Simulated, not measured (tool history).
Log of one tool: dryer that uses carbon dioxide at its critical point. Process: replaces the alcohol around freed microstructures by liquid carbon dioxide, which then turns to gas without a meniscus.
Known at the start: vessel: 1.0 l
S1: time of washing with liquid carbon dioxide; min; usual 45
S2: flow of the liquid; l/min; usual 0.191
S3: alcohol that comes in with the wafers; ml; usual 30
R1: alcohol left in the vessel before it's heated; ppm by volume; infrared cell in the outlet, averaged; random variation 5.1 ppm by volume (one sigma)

run 1 hour=0 | S1=45 S2=0.191 S3=30 | R1=138
run 2 hour=6.9 | S1=45 S2=0.191 S3=30 | R1=142
run 3 hour=21.5 | S1=45 S2=0.191 S3=30 | R1=141
run 4 hour=32.7 | S1=41 S2=0.191 S3=30 | R1=191
run 5 hour=43.4 | S1=45 S2=0.191 S3=30 | R1=158
run 6 hour=56.5 | S1=45 S2=0.191 S3=30 | R1=150
run 7 hour=66.3 | S1=45 S2=0.191 S3=30 | R1=169
run 8 hour=80.9 | S1=45 S2=0.191 S3=41 | R1=177
run 9 hour=88.4 | S1=45 S2=0.191 S3=41 | R1=192
run 10 hour=96.6 | S1=66 S2=0.191 S3=30 | R1=113
run 11 hour=112.9 | S1=45 S2=0.191 S3=56 | R1=226
run 12 hour=124.9 | S1=45 S2=0.191 S3=56 | R1=227
run 13 hour=134.6 | S1=45 S2=0.191 S3=56 | R1=227
run 14 hour=142.8 | S1=45 S2=0.191 S3=56 | R1=226
run 15 hour=156.2 | S1=68 S2=0.191 S3=23 | R1=125
-- hour=165.5 purifier's bed changed
run 16 hour=166.7 | S1=68 S2=0.152 S3=23 | R1=14
run 17 hour=180.6 | S1=29 S2=0.173 S3=65 | R1=1897
run 18 hour=194.9 | S1=45 S2=0.216 S3=30 | R1=40
run 19 hour=210.1 | S1=62 S2=0.139 S3=30 | R1=78
run 20 hour=220.9 | S1=32 S2=0.139 S3=30 | R1=1374
run 21 hour=232.6 | S1=32 S2=0.139 S3=30 | R1=1334
run 22 hour=244.5 | S1=32 S2=0.224 S3=82 | R1=589
run 23 hour=258.4 | S1=32 S2=0.224 S3=111 | R1=804
run 24 hour=267.9 | S1=53 S2=0.191 S3=23 | R1=34
run 25 hour=278.8 | S1=42 S2=0.299 S3=55 | R1=26
run 26 hour=294.5 | S1=32 S2=0.161 S3=33 | R1=976
run 27 hour=309.4 | S1=53 S2=0.161 S3=89 | R1=281
run 28 hour=322.6 | S1=56 S2=0.244 S3=48 | R1=23

4 ways to go on from here, each from the tool as it stands after run 28. What would each give?
run A hour=334.6 | S1=57 S2=0.259 S3=30 | R1=?
run B hour=334.6 | S1=45 S2=0.191 S3=23 | R1=?
run C hour=334.6 | S1=65 S2=0.166 S3=48 | R1=?
run D hour=334.6 | S1=37 S2=0.294 S3=39 | R1=?

run=A R1=44
run=B R1=87
run=C R1=61
run=D R1=49
Without the tool's hidden state the same runs would have given:
run=A R1=19
run=B R1=31
run=C R1=19
run=D R1=13
